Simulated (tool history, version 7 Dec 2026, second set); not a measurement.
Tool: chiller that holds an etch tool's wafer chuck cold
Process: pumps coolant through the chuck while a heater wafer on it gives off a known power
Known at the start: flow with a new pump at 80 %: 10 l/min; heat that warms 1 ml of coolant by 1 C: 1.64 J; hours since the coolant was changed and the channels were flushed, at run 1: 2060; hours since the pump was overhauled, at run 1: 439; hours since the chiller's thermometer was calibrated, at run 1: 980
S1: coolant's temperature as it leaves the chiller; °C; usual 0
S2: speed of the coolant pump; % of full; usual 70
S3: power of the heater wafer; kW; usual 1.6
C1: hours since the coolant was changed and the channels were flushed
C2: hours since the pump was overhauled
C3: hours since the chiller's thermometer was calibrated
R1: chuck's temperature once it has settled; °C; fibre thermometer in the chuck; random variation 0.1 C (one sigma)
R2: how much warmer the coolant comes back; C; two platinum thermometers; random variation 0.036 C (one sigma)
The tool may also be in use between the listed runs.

Run 1, hour 0: usual settings; C1 2060; C2 439; C3 980. Result: R1 14.6 °C, R2 6.63 C.
Run 2, hour 68.2: usual settings; C1 2128; C2 508; C3 1048. Result: R1 14.9 °C, R2 6.73 C.
Run 3, hour 144.7: usual settings; C1 2204; C2 584; C3 1124. Result: R1 14.7 °C, R2 6.76 C.
Run 4, hour 214.1: usual settings; C1 2274; C2 653; C3 1194. Result: R1 14.8 °C, R2 6.73 C.
Run 5, hour 261.2: usual settings; C1 2321; C2 701; C3 1241. Result: R1 14.9 °C, R2 6.75 C.
Run 6, hour 325.8: usual settings but S2 96 % of full; C1 2386; C2 765; C3 1305. Result: R1 12.3 °C, R2 4.91 C.
Run 7, hour 384.2: usual settings but S1 9 °C, S2 75 % of full, S3 1.24 kW; C1 2444; C2 824; C3 1364. Result: R1 20.4 °C, R2 4.82 C.
Run 8, hour 459: usual settings but S1 9 °C, S2 75 % of full, S3 1.24 kW; C1 2519; C2 898; C3 1438. Result: R1 20.3 °C, R2 4.9 C.
At hour 469.6: coolant pump overhauled.
Run 9, hour 526.3: usual settings but S3 1.282 kW; C1 2581; C2 57; C3 1501. Result: R1 12.4 °C, R2 5.42 C.
Run 10, hour 560.3: usual settings but S3 0.947 kW; C1 2615; C2 91; C3 1535. Result: R1 9.3 °C, R2 3.97 C.
Run 11, hour 609.8: usual settings but S2 62 % of full, S3 0.947 kW; C1 2665; C2 140; C3 1584. Result: R1 9.9 °C, R2 4.51 C.
Run 12, hour 671.9: usual settings but S2 62 % of full, S3 0.947 kW; C1 2727; C2 202; C3 1646. Result: R1 10.1 °C, R2 4.51 C.

3 ways to go on from here, each from the tool as it stands after run 12. What would each give?
Run A, hour 742.9: usual settings but S1 1 °C, S2 62 % of full, S3 0.947 kW; C1 2798; C2 273; C3 1717. Result: R1 ?, R2 ?.
Run B, hour 742.9: usual settings but S3 2.21 kW; C1 2798; C2 273; C3 1717. Result: R1 ?, R2 ?.
Run C, hour 742.9: usual settings but S1 -4 °C, S2 69 % of full, S3 1.286 kW; C1 2798; C2 273; C3 1717. Result: R1 ?, R2 ?.

run    R1    R2
  A  11.2  4.51
  B  21.4  9.37
  C   8.6  5.53
Without the tool's hidden state the same runs would have given:
run    R1    R2
  A   9.6  4.43
  B  18.4  9.22
  C   6.7  5.44
